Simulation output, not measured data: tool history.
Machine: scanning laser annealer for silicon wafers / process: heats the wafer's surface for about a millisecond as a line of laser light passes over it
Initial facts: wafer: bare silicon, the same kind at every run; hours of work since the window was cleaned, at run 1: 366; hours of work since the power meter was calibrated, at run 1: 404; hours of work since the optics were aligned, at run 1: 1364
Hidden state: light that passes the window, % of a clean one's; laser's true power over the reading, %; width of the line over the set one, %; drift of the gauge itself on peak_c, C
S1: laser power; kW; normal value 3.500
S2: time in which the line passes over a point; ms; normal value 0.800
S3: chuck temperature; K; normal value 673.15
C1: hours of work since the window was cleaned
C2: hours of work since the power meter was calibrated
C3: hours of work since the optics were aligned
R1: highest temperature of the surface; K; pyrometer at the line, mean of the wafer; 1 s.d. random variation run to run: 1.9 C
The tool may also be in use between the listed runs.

{"run": 1, "day": 0.0, "S1": 3.5, "S2": 0.8, "S3": 673.15, "C1": 366, "C2": 404, "C3": 1364, "R1": 1432.15}
{"run": 2, "day": 1.862, "S1": 3.5, "S2": 0.806, "S3": 673.15, "C1": 398, "C2": 437, "C3": 1397, "R1": 1428.15}
{"day": 2.958, "done": "optics aligned, line set to its width"}
{"run": 3, "day": 3.096, "S1": 3.5, "S2": 0.806, "S3": 673.15, "C1": 416, "C2": 455, "C3": 2, "R1": 1456.15}
{"run": 4, "day": 4.967, "S1": 3.5, "S2": 0.806, "S3": 673.15, "C1": 450, "C2": 488, "C3": 35, "R1": 1449.15}
{"run": 5, "day": 6.458, "S1": 3.5, "S2": 0.806, "S3": 673.15, "C1": 476, "C2": 514, "C3": 62, "R1": 1451.15}
{"run": 6, "day": 8.038, "S1": 3.5, "S2": 0.806, "S3": 673.15, "C1": 504, "C2": 542, "C3": 89, "R1": 1444.15}
{"run": 7, "day": 9.025, "S1": 3.5, "S2": 0.8, "S3": 695.15, "C1": 521, "C2": 559, "C3": 107, "R1": 1462.15}
{"run": 8, "day": 10.225, "S1": 3.5, "S2": 0.8, "S3": 695.15, "C1": 542, "C2": 580, "C3": 128, "R1": 1465.15}
{"run": 9, "day": 12.096, "S1": 3.5, "S2": 0.8, "S3": 695.15, "C1": 575, "C2": 613, "C3": 161, "R1": 1463.15}
{"run": 10, "day": 13.55, "S1": 3.5, "S2": 0.8, "S3": 697.15, "C1": 601, "C2": 639, "C3": 186, "R1": 1463.15}
{"run": 11, "day": 14.917, "S1": 3.5, "S2": 0.8, "S3": 673.15, "C1": 625, "C2": 663, "C3": 211, "R1": 1436.15}
{"day": 15.979, "done": "window over the wafer cleaned"}
{"run": 12, "day": 16.679, "S1": 3.5, "S2": 0.8, "S3": 673.15, "C1": 12, "C2": 692, "C3": 240, "R1": 1462.15}
{"run": 13, "day": 17.504, "S1": 3.5, "S2": 0.8, "S3": 690.15, "C1": 27, "C2": 707, "C3": 255, "R1": 1480.15}
{"run": 14, "day": 19.0, "S1": 3.5, "S2": 0.8, "S3": 690.15, "C1": 53, "C2": 733, "C3": 281, "R1": 1475.15}
{"run": 15, "day": 19.933, "S1": 3.64, "S2": 0.595, "S3": 687.15, "C1": 70, "C2": 750, "C3": 297, "R1": 1403.15}
{"run": 16, "day": 21.696, "S1": 3.64, "S2": 0.595, "S3": 687.15, "C1": 101, "C2": 781, "C3": 328, "R1": 1402.15}
{"run": 17, "day": 23.558, "S1": 3.64, "S2": 0.595, "S3": 687.15, "C1": 134, "C2": 814, "C3": 361, "R1": 1400.15}
{"run": 18, "day": 24.788, "S1": 3.5, "S2": 0.8, "S3": 701.15, "C1": 155, "C2": 835, "C3": 383, "R1": 1480.15}
{"run": 19, "day": 26.067, "S1": 3.5, "S2": 0.8, "S3": 661.15, "C1": 178, "C2": 858, "C3": 405, "R1": 1437.15}
{"run": 20, "day": 27.771, "S1": 3.5, "S2": 0.8, "S3": 661.15, "C1": 208, "C2": 888, "C3": 435, "R1": 1433.15}
{"run": 21, "day": 28.846, "S1": 3.5, "S2": 0.818, "S3": 666.15, "C1": 227, "C2": 907, "C3": 454, "R1": 1447.15}
{"run": 22, "day": 30.712, "S1": 3.5, "S2": 0.818, "S3": 666.15, "C1": 259, "C2": 940, "C3": 487, "R1": 1444.15}
{"run": 23, "day": 32.108, "S1": 3.605, "S2": 0.604, "S3": 686.15, "C1": 284, "C2": 964, "C3": 512, "R1": 1387.15}

Branching from run 23: 5 alternative next runs. What would each branch give?
{"run": "A", "day": 33.029, "S1": 3.5, "S2": 0.67, "S3": 699.15, "C1": 300, "C2": 980, "C3": 528, "R1": "?"}
{"run": "B", "day": 33.029, "S1": 3.131, "S2": 0.634, "S3": 700.15, "C1": 300, "C2": 980, "C3": 528, "R1": "?"}
{"run": "C", "day": 33.029, "S1": 3.35, "S2": 0.912, "S3": 707.15, "C1": 300, "C2": 980, "C3": 528, "R1": "?"}
{"run": "D", "day": 33.029, "S1": 3.605, "S2": 0.852, "S3": 686.15, "C1": 300, "C2": 980, "C3": 528, "R1": "?"}
{"run": "E", "day": 33.029, "S1": 3.605, "S2": 0.812, "S3": 686.15, "C1": 300, "C2": 980, "C3": 528, "R1": "?"}

run=A R1=1408.15
run=B R1=1302.15
run=C R1=1482.15
run=D R1=1508.15
run=E R1=1488.15
What these runs would have given with no unlogged condition in the tool:
run=A R1=1436.15
run=B R1=1327.15
run=C R1=1514.15
run=D R1=1541.15
run=E R1=1521.15

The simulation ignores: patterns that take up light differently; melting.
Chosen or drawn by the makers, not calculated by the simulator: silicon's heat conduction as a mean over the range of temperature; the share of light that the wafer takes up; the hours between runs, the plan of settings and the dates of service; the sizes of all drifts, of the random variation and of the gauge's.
